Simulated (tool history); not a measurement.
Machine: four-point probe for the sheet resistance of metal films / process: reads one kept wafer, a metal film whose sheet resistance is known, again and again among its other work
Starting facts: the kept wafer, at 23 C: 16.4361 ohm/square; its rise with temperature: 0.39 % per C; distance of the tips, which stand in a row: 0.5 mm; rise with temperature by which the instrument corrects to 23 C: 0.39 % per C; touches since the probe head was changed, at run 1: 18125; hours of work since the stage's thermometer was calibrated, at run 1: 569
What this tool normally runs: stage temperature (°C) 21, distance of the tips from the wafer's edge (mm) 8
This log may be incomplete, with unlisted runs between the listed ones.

run,hour,stage temperature (°C),distance of the tips from the wafer's edge (mm),touches since the probe head was changed,hours of work since the stage's thermometer was calibrated,sheet resistance as the instrument gives it (ohm/square)
1,0.0,21,8,18125,569,16.439681
2,74.9,20,8,20849,605,16.441784
3,172.9,20,8,24416,652,16.450499
4,266.3,21,8,27812,697,16.447008
5,347.9,24,8,30781,736,16.449708
6,407.7,24,8,32956,765,16.454944
7,518.2,24,8,36975,818,16.454891
8,601.2,24,25,39994,858,16.429391
9,671.4,24,25,42550,891,16.432274
10,749.0,28,29,45372,929,16.432174
11,864.8,26,20,49585,984,16.440779
12,965.4,26,20,53246,1032,16.439331

Measured minus without-hidden-state, run by run (identical run-to-run variation in each term; gauge scatter may differ):
Hidden conditions of the tool in this case: inner tips' distance over the nominal, %; tips' flats over new ones', %; wafer's true temperature over the reading, C; drift of the gauge itself on sheet_ohm, %.
run,sheet resistance as the instrument gives it (ohm/square)
1,-0.030143
2,-0.027603
3,-0.024446
4,-0.021552
5,-0.018696
6,-0.016746
7,-0.013851
8,-0.011681
9,-0.009724
10,-0.007093
11,-0.003782
12,-0.000704
